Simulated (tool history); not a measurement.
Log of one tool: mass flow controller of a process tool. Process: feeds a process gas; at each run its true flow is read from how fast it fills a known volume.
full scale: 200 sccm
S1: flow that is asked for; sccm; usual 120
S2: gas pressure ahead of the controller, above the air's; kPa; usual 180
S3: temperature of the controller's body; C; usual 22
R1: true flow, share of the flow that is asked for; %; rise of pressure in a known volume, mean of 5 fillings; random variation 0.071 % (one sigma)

| run | hour | S1 | S2 | S3 | R1 |
|---|---|---|---|---|---|
| 1 | 0 | 120 | 180 | 22 | 102.17 |
| 2 | 268.2 | 120 | 171 | 22 | 102.15 |
| 3 | 704.9 | 120 | 171 | 22 | 102.3 |
| 4 | 1103.4 | 120 | 180 | 22 | 102.59 |
| 5 | 1544.4 | 120 | 180 | 22 | 102.79 |
| 6 | 1867.1 | 120 | 180 | 22 | 102.97 |
| 7 | 2321 | 175 | 180 | 22 | 103.02 |
| 8 | 2706.1 | 175 | 180 | 22 | 103.09 |
| 9 | 3115.6 | 175 | 180 | 22 | 103.22 |
| 10 | 3401.5 | 120 | 180 | 22 | 103.54 |
| 11 | 3627 | 120 | 273 | 22 | 104.23 |
| 12 | 4003.5 | 120 | 273 | 22 | 104.4 |
| 13 | 4419.8 | 120 | 240 | 22 | 104.28 |
| 14 | 4655.9 | 120 | 240 | 22 | 104.48 |
|  | 4885.9 | controller's zero set anew |
| 15 | 4994.3 | 115 | 180 | 22 | 105.7 |
| 16 | 5349.1 | 120 | 180 | 23 | 105.59 |
| 17 | 5619.3 | 120 | 180 | 28 | 105.07 |
|  | 6071.5 | controller's zero set anew, once more |
| 18 | 6104.4 | 120 | 180 | 34 | 100.85 |
| 19 | 6307 | 120 | 180 | 34 | 100.96 |
| 20 | 6551.8 | 55 | 268 | 21 | 102.7 |
|  | 6837.6 | controller exchanged for a calibrated one |
| 21 | 6897.8 | 55 | 268 | 21 | 99.99 |
| 22 | 7185.9 | 113 | 268 | 24 | 100.1 |
| 23 | 7401.9 | 40 | 146 | 21 | 99.45 |
| 24 | 7796.7 | 38 | 233 | 21 | 100.58 |
| 25 | 8202.4 | 107 | 203 | 40 | 98.58 |
| 26 | 8600 | 21 | 145 | 22 | 101.57 |
| 27 | 9090 | 21 | 145 | 34 | 101.05 |
| 28 | 9542.2 | 21 | 155 | 34 | 101.73 |
| 29 | 10003.3 | 33 | 154 | 31 | 101.28 |
| 30 | 10421.3 | 33 | 154 | 31 | 101.75 |

5 ways to go on from here, each from the tool as it stands after run 30. What would each give?
| A | 10865.8 | 120 | 237 | 22 | ? |
| B | 10865.8 | 120 | 247 | 22 | ? |
| C | 10865.8 | 84 | 145 | 31 | ? |
| D | 10865.8 | 104 | 192 | 32 | ? |
| E | 10865.8 | 110 | 180 | 22 | ? |

| run | R1 |
|---|---|
| A | 101.69 |
| B | 101.83 |
| C | 100.43 |
| D | 100.47 |
| E | 101.3 |
Without the tool's hidden state the same runs would have given:
| run | R1 |
|---|---|
| A | 100 |
| B | 100.14 |
| C | 98.34 |
| D | 98.64 |
| E | 99.52 |
